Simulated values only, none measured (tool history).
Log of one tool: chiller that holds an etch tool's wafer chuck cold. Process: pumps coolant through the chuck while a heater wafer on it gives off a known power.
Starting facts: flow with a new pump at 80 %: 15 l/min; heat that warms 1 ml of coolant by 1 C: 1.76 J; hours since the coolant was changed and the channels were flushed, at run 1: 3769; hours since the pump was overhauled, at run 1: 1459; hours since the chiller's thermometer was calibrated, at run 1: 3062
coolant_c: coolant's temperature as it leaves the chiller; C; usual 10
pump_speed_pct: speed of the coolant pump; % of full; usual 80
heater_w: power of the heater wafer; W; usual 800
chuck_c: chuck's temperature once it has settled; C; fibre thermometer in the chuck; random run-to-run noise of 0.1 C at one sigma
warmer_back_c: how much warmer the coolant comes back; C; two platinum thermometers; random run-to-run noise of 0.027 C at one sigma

run,hour,coolant_c,pump_speed_pct,heater_w,hours since the coolant was changed and the channels were flushed,hours since the pump was overhauled,hours since the chiller's thermometer was calibrated,chuck_c,warmer_back_c
1,0,10,80,800,3769,1459,3062,18.6,1.84
2,29.1,10,80,800,3798,1488,3091,18.8,1.87
3,70.3,10,80,800,3840,1529,3133,18.6,1.83
4,107.5,10,80,800,3877,1567,3170,18.8,1.85
5,142.8,10,85,800,3912,1602,3205,18.3,1.8
6,178.4,10,85,800,3948,1638,3241,18.5,1.78
7,202.8,10,85,800,3972,1662,3265,18.6,1.74
8,241.5,10,85,800,4011,1701,3304,18.6,1.81
9,273.2,10,80,800,4042,1732,3335,18.8,1.87
10,298.4,10,80,800,4068,1758,3361,18.9,1.92
11,324.4,10,80,800,4094,1784,3387,18.9,1.86
12,360.1,10,80,800,4129,1819,3422,18.8,1.84
# hour 365.6: chiller's thermometer calibrated
13,408.1,10,80,800,4176,1866,42,19.2,1.91
14,436.5,10,83,800,4205,1895,71,18.7,1.83
15,468.5,10,83,800,4237,1927,103,18.9,1.8
16,498.6,10,80,693,4267,1957,133,18,1.66
17,525.2,4,78,546,4293,1983,160,10.3,1.29
18,562.7,4,78,546,4331,2021,197,10.4,1.31
19,592.7,8,80,1110,4361,2051,227,20.6,2.62
20,624.5,10,66,800,4393,2083,259,20.6,2.3
# hour 646.5: chiller's thermometer calibrated, once more
21,661.6,10,66,800,4429,2119,15,20,2.27
# hour 701.8: coolant changed, channels flushed
22,704,10,66,800,2,2155,51,18.3,2.34
23,736.8,10,80,435,35,2188,84,14.2,1.06
24,783.2,10,80,511,81,2234,131,14.6,1.18
25,805.7,1,69,800,104,2257,153,9.2,2.2
26,828.7,12,80,1152,127,2280,176,22.7,2.72
27,872.9,12,80,1152,171,2324,220,22.6,2.73
28,905.9,6,77,1190,204,2357,253,17.2,2.89
29,933.2,6,77,1190,231,2384,281,17.5,2.93
30,975.3,6,77,1190,274,2426,323,17.3,2.94

Below are 3 alternative next runs, each starting from the tool's condition after run 30. Predict each:
A,1004.6,6,69,804,303,2456,352,?,?
B,1004.6,5,68,884,303,2456,352,?,?
C,1004.6,7,80,872,303,2456,352,?,?

run,chuck_c,warmer_back_c
A,14.2,2.26
B,14.3,2.49
C,15.2,2.11
With the hidden condition removed and each run's random variation left untouched, the same runs would have given:
run,chuck_c,warmer_back_c
A,13.8,2.17
B,13.9,2.39
C,14.8,2.02
